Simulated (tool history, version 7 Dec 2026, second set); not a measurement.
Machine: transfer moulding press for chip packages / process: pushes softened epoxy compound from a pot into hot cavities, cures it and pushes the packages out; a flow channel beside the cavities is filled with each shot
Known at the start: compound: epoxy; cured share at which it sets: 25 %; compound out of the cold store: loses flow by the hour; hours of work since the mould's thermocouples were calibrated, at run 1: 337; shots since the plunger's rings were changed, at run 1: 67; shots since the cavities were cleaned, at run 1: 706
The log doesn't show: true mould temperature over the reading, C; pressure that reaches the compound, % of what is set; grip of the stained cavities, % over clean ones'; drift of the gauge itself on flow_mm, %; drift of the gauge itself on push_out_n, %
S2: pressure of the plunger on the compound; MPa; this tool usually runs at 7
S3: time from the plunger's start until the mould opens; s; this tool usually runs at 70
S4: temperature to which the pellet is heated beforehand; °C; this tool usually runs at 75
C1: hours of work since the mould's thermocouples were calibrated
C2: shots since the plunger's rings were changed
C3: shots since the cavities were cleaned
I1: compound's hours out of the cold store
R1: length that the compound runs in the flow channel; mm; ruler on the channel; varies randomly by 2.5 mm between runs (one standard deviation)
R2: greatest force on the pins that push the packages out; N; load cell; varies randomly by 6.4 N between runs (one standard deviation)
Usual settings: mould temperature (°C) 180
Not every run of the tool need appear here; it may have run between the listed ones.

{"run": 1, "hour": 0.0, "mould temperature (°C)": 180, "S2": 7, "S3": 70, "S4": 75, "C1": 337, "C2": 67, "C3": 706, "I1": 13.3, "R1": 734, "R2": 415}
{"hour": 13.4, "done": "cavities cleaned with cleaning compound and waxed"}
{"run": 2, "hour": 36.8, "mould temperature (°C)": 181, "S2": 7, "S3": 70, "S4": 75, "C1": 361, "C2": 673, "C3": 402, "I1": 11.4, "R1": 732, "R2": 479}
{"hour": 70.3, "done": "mould's thermocouples calibrated"}
{"hour": 71.8, "done": "cavities cleaned with cleaning compound and waxed"}
{"run": 3, "hour": 102.0, "mould temperature (°C)": 183, "S2": 7, "S3": 70, "S4": 75, "C1": 21, "C2": 1734, "C3": 520, "I1": 40.3, "R1": 658, "R2": 310}
{"hour": 129.1, "done": "cavities cleaned with cleaning compound and waxed"}
{"run": 4, "hour": 145.2, "mould temperature (°C)": 180, "S2": 7, "S3": 70, "S4": 75, "C1": 50, "C2": 2449, "C3": 276, "I1": 14.4, "R1": 711, "R2": 364}
{"hour": 180.2, "done": "plunger's sealing rings changed"}
{"hour": 188.8, "done": "cavities cleaned with cleaning compound and waxed"}
{"run": 5, "hour": 208.8, "mould temperature (°C)": 180, "S2": 7, "S3": 53, "S4": 75, "C1": 91, "C2": 466, "C3": 344, "I1": 11.8, "R1": 729, "R2": 742}
{"hour": 243.1, "done": "cavities cleaned with cleaning compound and waxed"}
{"run": 6, "hour": 260.2, "mould temperature (°C)": 180, "S2": 7, "S3": 53, "S4": 75, "C1": 125, "C2": 1323, "C3": 293, "I1": 34.6, "R1": 672, "R2": 708}
{"hour": 294.5, "done": "cavities cleaned with cleaning compound and waxed"}
{"run": 7, "hour": 333.2, "mould temperature (°C)": 180, "S2": 7, "S3": 53, "S4": 75, "C1": 175, "C2": 2552, "C3": 665, "I1": 31.8, "R1": 667, "R2": 873}
{"hour": 347.4, "done": "cavities cleaned with cleaning compound and waxed"}
{"hour": 364.3, "done": "plunger's sealing rings changed"}
{"hour": 404.7, "done": "cavities cleaned with cleaning compound and waxed"}
{"run": 8, "hour": 404.7, "mould temperature (°C)": 180, "S2": 7, "S3": 53, "S4": 75, "C1": 220, "C2": 667, "C3": 0, "I1": 28.3, "R1": 694, "R2": 569}
{"hour": 435.7, "done": "cavities cleaned with cleaning compound and waxed, once more"}
{"run": 9, "hour": 446.2, "mould temperature (°C)": 180, "S2": 7, "S3": 53, "S4": 75, "C1": 248, "C2": 1354, "C3": 180, "I1": 46.6, "R1": 651, "R2": 657}
{"hour": 490.9, "done": "cavities cleaned with cleaning compound and waxed"}
{"run": 10, "hour": 517.3, "mould temperature (°C)": 180, "S2": 7, "S3": 53, "S4": 75, "C1": 296, "C2": 2550, "C3": 454, "I1": 26.3, "R1": 686, "R2": 816}
{"hour": 542.0, "done": "cavities cleaned with cleaning compound and waxed"}
{"hour": 549.5, "done": "plunger's sealing rings changed"}
{"run": 11, "hour": 590.6, "mould temperature (°C)": 180, "S2": 7, "S3": 88, "S4": 75, "C1": 344, "C2": 706, "C3": 792, "I1": 33.7, "R1": 683, "R2": 273}
{"hour": 599.4, "done": "cavities cleaned with cleaning compound and waxed"}
{"run": 12, "hour": 630.3, "mould temperature (°C)": 180, "S2": 7, "S3": 88, "S4": 75, "C1": 370, "C2": 1362, "C3": 532, "I1": 21.4, "R1": 707, "R2": 264}
{"hour": 649.8, "done": "mould's thermocouples calibrated"}
{"hour": 656.0, "done": "cavities cleaned with cleaning compound and waxed"}
{"run": 13, "hour": 672.5, "mould temperature (°C)": 173, "S2": 6.14, "S3": 70, "S4": 68, "C1": 15, "C2": 2026, "C3": 283, "I1": 19.4, "R1": 670, "R2": 532}
{"hour": 708.2, "done": "cavities cleaned with cleaning compound and waxed"}
{"run": 14, "hour": 712.0, "mould temperature (°C)": 173, "S2": 6.14, "S3": 70, "S4": 68, "C1": 41, "C2": 2679, "C3": 64, "I1": 9.7, "R1": 683, "R2": 480}
{"hour": 737.4, "done": "plunger's sealing rings changed"}
{"hour": 764.8, "done": "cavities cleaned with cleaning compound and waxed"}
{"run": 15, "hour": 776.2, "mould temperature (°C)": 173, "S2": 6.14, "S3": 70, "S4": 68, "C1": 82, "C2": 641, "C3": 196, "I1": 45.2, "R1": 622, "R2": 528}
{"hour": 816.0, "done": "cavities cleaned with cleaning compound and waxed"}
{"run": 16, "hour": 856.0, "mould temperature (°C)": 173, "S2": 6.14, "S3": 70, "S4": 68, "C1": 137, "C2": 1987, "C3": 687, "I1": 14.8, "R1": 684, "R2": 706}
{"hour": 867.6, "done": "cavities cleaned with cleaning compound and waxed"}
{"hour": 916.4, "done": "plunger's sealing rings changed"}
{"run": 17, "hour": 916.4, "mould temperature (°C)": 180, "S2": 7, "S3": 87, "S4": 85, "C1": 175, "C2": 0, "C3": 796, "I1": 21.5, "R1": 711, "R2": 298}
{"hour": 921.9, "done": "cavities cleaned with cleaning compound and waxed"}
{"hour": 975.9, "done": "cavities cleaned with cleaning compound and waxed"}
{"run": 18, "hour": 978.7, "mould temperature (°C)": 186, "S2": 7, "S3": 85, "S4": 79, "C1": 216, "C2": 1020, "C3": 49, "I1": 24.7, "R1": 685, "R2": 178}
{"hour": 1028.3, "done": "cavities cleaned with cleaning compound and waxed"}
{"run": 19, "hour": 1065.8, "mould temperature (°C)": 186, "S2": 7, "S3": 85, "S4": 79, "C1": 276, "C2": 2490, "C3": 644, "I1": 8.2, "R1": 712, "R2": 247}
{"hour": 1086.2, "done": "cavities cleaned with cleaning compound and waxed"}
{"hour": 1097.2, "done": "plunger's sealing rings changed"}
{"run": 20, "hour": 1136.7, "mould temperature (°C)": 183, "S2": 7, "S3": 74, "S4": 79, "C1": 322, "C2": 680, "C3": 825, "I1": 16.5, "R1": 712, "R2": 311}
{"hour": 1145.5, "done": "cavities cleaned with cleaning compound and waxed"}
{"hour": 1197.1, "done": "cavities cleaned with cleaning compound and waxed"}
{"run": 21, "hour": 1205.7, "mould temperature (°C)": 184, "S2": 5.98, "S3": 89, "S4": 84, "C1": 367, "C2": 1813, "C3": 148, "I1": 37.4, "R1": 609, "R2": 192}
{"hour": 1231.7, "done": "mould's thermocouples calibrated"}
{"hour": 1250.4, "done": "cavities cleaned with cleaning compound and waxed"}
{"run": 22, "hour": 1275.0, "mould temperature (°C)": 184, "S2": 5.98, "S3": 89, "S4": 84, "C1": 29, "C2": 2943, "C3": 423, "I1": 32.7, "R1": 609, "R2": 248}
{"hour": 1283.8, "done": "plunger's sealing rings changed"}
{"hour": 1305.6, "done": "cavities cleaned with cleaning compound and waxed"}
{"run": 23, "hour": 1354.6, "mould temperature (°C)": 177, "S2": 5.98, "S3": 79, "S4": 80, "C1": 81, "C2": 1190, "C3": 842, "I1": 8.4, "R1": 684, "R2": 383}
{"hour": 1363.4, "done": "cavities cleaned with cleaning compound and waxed"}
{"hour": 1416.3, "done": "cavities cleaned with cleaning compound and waxed"}
{"run": 24, "hour": 1438.7, "mould temperature (°C)": 177, "S2": 5.98, "S3": 79, "S4": 80, "C1": 137, "C2": 2584, "C3": 385, "I1": 28.2, "R1": 632, "R2": 330}

Forecast each of these 3 alternatives for the next run:
{"hour": 1464.7, "done": "plunger's sealing rings changed"}
{"hour": 1473.9, "done": "cavities cleaned with cleaning compound and waxed"}
{"hour": 1526.2, "done": "cavities cleaned with cleaning compound and waxed"}
{"run": "A", "hour": 1531.0, "mould temperature (°C)": 177, "S2": 5.98, "S3": 87, "S4": 74, "C1": 197, "C2": 1088, "C3": 84, "I1": 23.6, "R1": "?", "R2": "?"}
{"hour": 1464.7, "done": "plunger's sealing rings changed"}
{"hour": 1473.9, "done": "cavities cleaned with cleaning compound and waxed"}
{"hour": 1526.2, "done": "cavities cleaned with cleaning compound and waxed"}
{"run": "B", "hour": 1531.0, "mould temperature (°C)": 177, "S2": 8.27, "S3": 79, "S4": 80, "C1": 197, "C2": 1088, "C3": 84, "I1": 15.2, "R1": "?", "R2": "?"}
{"hour": 1464.7, "done": "plunger's sealing rings changed"}
{"hour": 1473.9, "done": "cavities cleaned with cleaning compound and waxed"}
{"hour": 1526.2, "done": "cavities cleaned with cleaning compound and waxed"}
{"run": "C", "hour": 1531.0, "mould temperature (°C)": 184, "S2": 8.45, "S3": 79, "S4": 80, "C1": 197, "C2": 1088, "C3": 84, "I1": 27.9, "R1": "?", "R2": "?"}

run=A R1=650 R2=233
run=B R1=788 R2=255
run=C R1=750 R2=200
Had the tool no hidden state, the same runs would have come out as:
run=A R1=658 R2=212
run=B R1=798 R2=229
run=C R1=759 R2=182
